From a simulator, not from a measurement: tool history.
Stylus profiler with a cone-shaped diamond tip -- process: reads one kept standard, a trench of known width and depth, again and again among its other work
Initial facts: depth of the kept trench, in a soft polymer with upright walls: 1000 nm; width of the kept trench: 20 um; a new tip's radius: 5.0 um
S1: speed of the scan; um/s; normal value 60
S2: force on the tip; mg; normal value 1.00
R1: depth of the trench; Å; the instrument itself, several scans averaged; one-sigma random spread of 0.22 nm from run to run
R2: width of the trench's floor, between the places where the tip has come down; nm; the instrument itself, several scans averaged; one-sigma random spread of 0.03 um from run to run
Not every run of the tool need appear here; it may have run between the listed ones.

run,hour,S1,S2,R1,R2
1,0.0,60,1.00,10072.0,13530
2,12.7,60,1.00,10067.8,13520
3,28.0,60,1.00,10067.9,13530
4,42.4,60,0.45,10033.7,13370
5,56.3,60,0.45,10038.1,13370
6,71.1,60,1.00,10069.3,13450
7,102.0,60,1.00,10066.5,13450
8,114.9,60,1.00,10071.6,13480
9,143.8,60,1.00,10069.7,13400
10,165.2,60,1.00,10069.1,13400
11,187.0,60,1.00,10068.3,13420
12,199.9,60,1.00,10062.9,13380
13,212.8,60,1.00,10065.0,13330
14,237.6,60,1.00,10067.9,13350
15,255.2,60,0.68,10046.4,13290
16,282.4,60,0.67,10046.6,13300
17,304.0,60,1.00,10060.7,13290
18,332.2,60,1.00,10061.3,13280
19,347.6,60,1.07,10069.1,13330
20,364.9,60,1.07,10069.9,13300
21,388.7,103,1.07,10066.3,13150
22,410.9,54,1.07,10066.3,13270
23,427.8,54,1.07,10066.5,13290
24,452.2,54,1.07,10062.9,13230
25,477.3,81,0.80,10050.0,13080
26,490.1,112,2.90,10140.4,13160
27,507.5,35,1.69,10093.5,13280
28,530.3,20,0.48,10028.4,13300
29,551.3,20,0.48,10027.9,13260
30,570.9,198,1.00,10060.1,12700
31,587.1,34,0.61,10038.0,13120
32,604.3,17,1.63,10088.0,13240
33,620.7,17,1.63,10090.4,13220
34,646.6,38,1.41,10075.2,13170
35,670.0,29,0.90,10052.0,13160
36,683.3,28,1.16,10063.7,13110
37,710.8,28,1.16,10064.1,13120
38,726.0,210,2.69,10125.3,12810
39,753.2,43,0.34,10013.1,12970
40,772.9,36,0.73,10037.6,13070
41,798.5,16,1.39,10075.4,13120
42,828.1,87,0.49,10021.2,12800
43,852.3,49,1.39,10073.0,12990
44,871.7,49,1.39,10071.1,12970
45,890.2,54,1.53,10080.6,13010

Below, some changes in R1 between adjacent runs. For each, the amount present without the hidden state too (settings, incoming material, random variation) and the amount remaining for the hidden state with gauge scatter not shared by both compared results:
What the log doesn't record here: radius of the tip, um; height scale over the true one, %; drift of the gauge itself on depth_nm, %; drift of the gauge itself on floor_um, %.
Run 25 -> 26: S1 81 -> 112, S2 0.80 -> 2.90. R1 +90.4 Å: hidden state -0.5, all else +90.9.
Run 27 -> 28: S1 35 -> 20, S2 1.69 -> 0.48. R1 -65.1 Å: hidden state -0.3, all else -64.8.
Run 33 -> 34: S1 17 -> 38, S2 1.63 -> 1.41. R1 -15.2 Å: hidden state -0.7, all else -14.5.
Run 36 -> 37: nothing adjusted, nothing logged. R1 +0.4 Å: hidden state -0.7, all else +1.1.
Run 38 -> 39: S1 210 -> 43, S2 2.69 -> 0.34. R1 -112.2 Å: hidden state -0.4, all else -111.8.
Run 42 -> 43: S1 87 -> 49, S2 0.49 -> 1.39. R1 +51.8 Å: hidden state -0.8, all else +52.6.
